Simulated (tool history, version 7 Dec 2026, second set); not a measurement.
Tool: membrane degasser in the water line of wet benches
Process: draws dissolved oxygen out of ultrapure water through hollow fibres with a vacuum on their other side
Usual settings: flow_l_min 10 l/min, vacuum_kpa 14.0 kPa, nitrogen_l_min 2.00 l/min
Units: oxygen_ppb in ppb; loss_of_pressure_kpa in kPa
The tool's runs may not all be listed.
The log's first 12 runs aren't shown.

run,hour,flow_l_min,vacuum_kpa,nitrogen_l_min,oxygen_ppb,loss_of_pressure_kpa
13,505.8,10,14.0,2.00,153.5,44.35
14,548.2,10,14.0,2.00,153.2,44.34
15,579.1,14,14.0,2.00,258.0,61.99
16,635.1,14,14.0,2.00,258.9,62.32
17,676.2,15,16.9,2.00,339.2,66.32
18,726.0,15,16.9,2.00,334.5,66.59
19,767.4,7,22.2,2.18,161.2,31.38
20,820.6,12,14.1,1.29,284.4,53.25
21,872.8,7,30.8,2.00,251.3,30.96
22,902.1,10,10.0,2.49,88.4,44.52
23,957.0,10,10.0,2.49,87.9,44.72
24,1010.0,8,30.7,1.14,474.2,35.38
25,1052.2,8,30.7,1.14,478.5,35.78
26,1082.3,14,8.9,4.50,122.5,62.51
27,1122.9,12,14.0,2.00,200.3,53.18
28,1174.7,7,11.7,1.45,110.6,31.53

Run 29 comes next. What will it give?
29,1205.5,10,14.0,1.28,?,?

oxygen_ppb: 226.0 ppb
loss_of_pressure_kpa: 44.37 kPa
Without the tool's hidden state the same run would have given oxygen_ppb 213.1 ppb, loss_of_pressure_kpa 43.75 kPa.

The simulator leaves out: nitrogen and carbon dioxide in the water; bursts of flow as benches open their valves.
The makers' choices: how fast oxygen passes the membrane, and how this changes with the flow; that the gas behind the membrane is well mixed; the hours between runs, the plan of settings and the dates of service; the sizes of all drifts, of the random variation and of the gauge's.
